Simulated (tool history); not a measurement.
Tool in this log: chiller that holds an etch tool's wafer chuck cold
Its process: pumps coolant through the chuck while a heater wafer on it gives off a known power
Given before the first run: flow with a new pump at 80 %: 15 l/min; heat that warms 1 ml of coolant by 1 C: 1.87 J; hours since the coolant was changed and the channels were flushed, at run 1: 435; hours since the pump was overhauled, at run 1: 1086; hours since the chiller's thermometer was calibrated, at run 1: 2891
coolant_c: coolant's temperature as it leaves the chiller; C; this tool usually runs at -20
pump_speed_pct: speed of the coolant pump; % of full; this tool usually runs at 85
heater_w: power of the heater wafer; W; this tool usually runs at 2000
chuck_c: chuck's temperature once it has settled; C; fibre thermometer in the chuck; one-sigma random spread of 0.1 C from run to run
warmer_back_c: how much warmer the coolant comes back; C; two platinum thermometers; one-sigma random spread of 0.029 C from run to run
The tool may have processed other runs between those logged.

run	day	coolant_c	pump_speed_pct	heater_w	hours since the coolant was changed and the channels were flushed	hours since the pump was overhauled	hours since the chiller's thermometer was calibrated	chuck_c	warmer_back_c
1	0.000	-20	85	2000	435	1086	2891	-8.6	4.01
2	3.958	-20	85	2000	530	1181	2986	-8.7	4.06
3	6.962	-20	68	2000	603	1253	3058	-6.8	5.09
4	8.917	-20	68	2000	650	1300	3105	-6.9	5.10
5	10.804	-16	85	2000	695	1345	3150	-4.8	4.01
6	14.033	-16	85	2000	772	1423	3227	-4.8	3.98
7	15.946	-16	85	2000	818	1469	3273	-4.6	4.02
8	19.204	-20	85	2000	896	1547	3351	-8.6	4.02
9	22.412	-20	85	2000	973	1624	3429	-8.6	4.02
10	24.638	-20	88	2000	1027	1678	3482	-8.9	3.90
11	28.462	-20	88	2000	1119	1769	3574	-8.8	3.87
12	30.212	-20	88	2000	1161	1811	3616	-8.8	3.87
13	32.433	-20	88	2000	1214	1865	3669	-8.8	3.90
14	34.821	-20	88	2000	1271	1922	3726	-8.8	3.87
15	36.758	-20	88	2000	1318	1968	3773	-8.8	3.86
16	40.850	-29	88	2000	1416	2067	3871	-17.9	3.82
17	44.412	-15	65	1215	1501	2152	3956	-6.9	3.24
18	48.162	-13	89	1534	1591	2242	4046	-4.8	2.98
19	50.042	-19	84	1428	1636	2287	4092	-10.8	2.88
20	53.054	-19	84	1428	1709	2359	4164	-10.9	2.85
21	56.375	-10	61	1535	1789	2439	4244	0.6	4.34
22	59.362	-10	61	1535	1860	2511	4315	0.7	4.36
23	61.708	-21	61	2667	1917	2567	4372	-2.2	7.65
24	65.154	-14	74	1162	1999	2650	4454	-6.9	2.72
25	67.675	-22	66	1074	2060	2710	4515	-14.6	2.83
26	69.967	-29	77	1064	2115	2765	4570	-22.8	2.35
# day 71.525: chiller's thermometer calibrated
27	73.700	-25	75	1170	2203	2854	52	-17.7	2.64
28	77.342	-12	97	2000	2291	2941	140	-1.5	3.45
29	80.408	-11	85	1697	2364	3015	213	-1.4	3.39
30	84.333	-11	76	2159	2458	3109	307	2.2	4.85
31	87.854	-11	76	2159	2543	3194	392	2.2	4.88

How the hidden state differs across the entries between the runs, from the last listed run before each to the first after it:
Between runs 26 and 27: chiller's thermometer calibrated (day 71.525)
  coolant's true temperature over the reading, C: 0.02 -> 0

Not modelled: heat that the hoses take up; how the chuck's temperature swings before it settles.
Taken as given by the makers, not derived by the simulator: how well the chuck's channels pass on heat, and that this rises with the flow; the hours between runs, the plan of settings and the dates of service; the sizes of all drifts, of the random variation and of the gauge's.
